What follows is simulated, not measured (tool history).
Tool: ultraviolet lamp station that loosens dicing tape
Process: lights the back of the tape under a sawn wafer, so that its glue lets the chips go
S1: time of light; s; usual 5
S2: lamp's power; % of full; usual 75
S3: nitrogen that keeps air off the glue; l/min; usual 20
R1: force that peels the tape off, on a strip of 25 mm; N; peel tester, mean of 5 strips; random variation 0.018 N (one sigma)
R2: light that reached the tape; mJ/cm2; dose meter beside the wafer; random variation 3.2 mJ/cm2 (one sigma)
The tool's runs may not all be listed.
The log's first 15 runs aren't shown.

run    hour  S1  S2  S3     R1   R2
 16     538   5  75  20  1.587  377
 17   563.7   5  71  20  1.731  356
 18   603.9   9  66   6  1.145  591
 19   641.6   4  75  20  2.306  291
 20   686.2   6  63  20  1.633  363
 21     725   9  75  20  0.522  640
 22   766.3  10  68  20  0.526  637
 23   788.1   5  70  20  1.983  325
 24   817.2   5  70  20  1.986  324
 25   860.4   5  66  11  2.837  300
 26   893.6   7  75  30  0.841  471
 27   915.2   6  83   7  1.797  443
      944.7  -- window cleaned of glue's vapour
 28   959.1   3  80   9  4.191  217
 29     996   5  74   8  2.654  336
 30  1039.7   4  63  11  3.894  225
 31  1087.4   4  76  20  2.705  266
 32  1123.9   9  90   8    0.7  699
 33  1154.6   9  90   8  0.701  686
 34  1190.5   5  81  30   1.68  344

Forecast each of these 4 alternatives for the next run:
  A  1236.8   3  81  30   ?   ?
  B  1236.8   3  73  30   ?   ?
  C  1236.8   5  66  20   ?   ?
  D  1236.8   5  78  30   ?   ?

run     R1   R2
  A   3.59  201
  B  4.025  182
  C  2.615  273
  D  1.885  322
Without the tool's hidden state the same runs would have given:
run     R1   R2
  A  1.798  326
  B  2.143  294
  C  1.134  441
  D  0.716  521
